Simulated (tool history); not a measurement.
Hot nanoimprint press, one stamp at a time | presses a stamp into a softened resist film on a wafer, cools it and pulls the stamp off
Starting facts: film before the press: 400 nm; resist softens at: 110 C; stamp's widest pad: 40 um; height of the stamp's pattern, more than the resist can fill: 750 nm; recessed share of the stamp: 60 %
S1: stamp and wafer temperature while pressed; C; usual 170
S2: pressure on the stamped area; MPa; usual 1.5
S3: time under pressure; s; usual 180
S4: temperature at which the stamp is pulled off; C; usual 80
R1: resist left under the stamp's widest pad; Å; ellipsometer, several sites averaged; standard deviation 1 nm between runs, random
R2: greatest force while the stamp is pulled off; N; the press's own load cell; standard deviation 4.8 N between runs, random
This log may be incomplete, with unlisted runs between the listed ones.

run	hour	S1	S2	S3	S4	R1	R2
1	0	170	1.5	180	80	1550	269
2	5.9	170	1.5	180	80	1551	271
3	14.5	170	1.53	180	80	1539	289
# hour 22.2: stamp cleaned and given a new release coat
4	29.2	170	1.04	180	80	1791	236
5	38.4	170	1.5	180	80	1544	237
6	44.1	170	1.12	180	80	1774	242
7	54	170	1.17	180	80	1719	250
8	61.5	170	1.17	180	80	1734	248
9	71.2	170	1.5	180	80	1563	251
10	83.1	170	1.5	101	80	1996	248
# hour 88.1: plate thermocouple calibrated
11	97.4	170	1.5	99	80	2022	244
12	102.7	170	1.5	180	80	1598	245
13	109.8	170	1.5	180	80	1622	256
14	117.9	170	1.5	180	80	1613	254
15	127.6	170	1.5	126	72	1836	269
16	136.8	170	1.5	126	72	1859	280
17	148.7	181	1.5	180	67	792	289
# hour 155.5: plate thermocouple calibrated, once more
18	160	181	1.5	180	67	712	278
19	165.5	170	1.5	180	80	1413	256
20	177.6	170	1.5	209	71	1343	275
21	187.6	170	1.5	209	71	1350	286
22	192.9	176	1.01	271	85	969	250
23	205.3	158	1.5	180	70	2838	281
24	210.5	170	1.5	254	86	1218	248
25	219	170	2	131	80	1454	265
26	227.5	176	0.9	180	80	1230	259
27	237	182	0.92	112	80	1067	264
# hour 245.1: stamp cleaned and given a new release coat
28	255.3	182	0.92	112	80	1058	225

Each row is a separate what-if for the run after 28, all from the same tool condition, not one after another. Results?
A	266.2	182	1.2	298	66	?	?
B	266.2	170	1.5	180	70	?	?
C	266.2	170	1.11	180	80	?	?

run	R1	R2
A	593	256
B	1422	258
C	1666	234
Take away the tool's hidden state, keep each run's random variation, and the runs would have read:
run	R1	R2
A	589	253
B	1411	254
C	1656	230

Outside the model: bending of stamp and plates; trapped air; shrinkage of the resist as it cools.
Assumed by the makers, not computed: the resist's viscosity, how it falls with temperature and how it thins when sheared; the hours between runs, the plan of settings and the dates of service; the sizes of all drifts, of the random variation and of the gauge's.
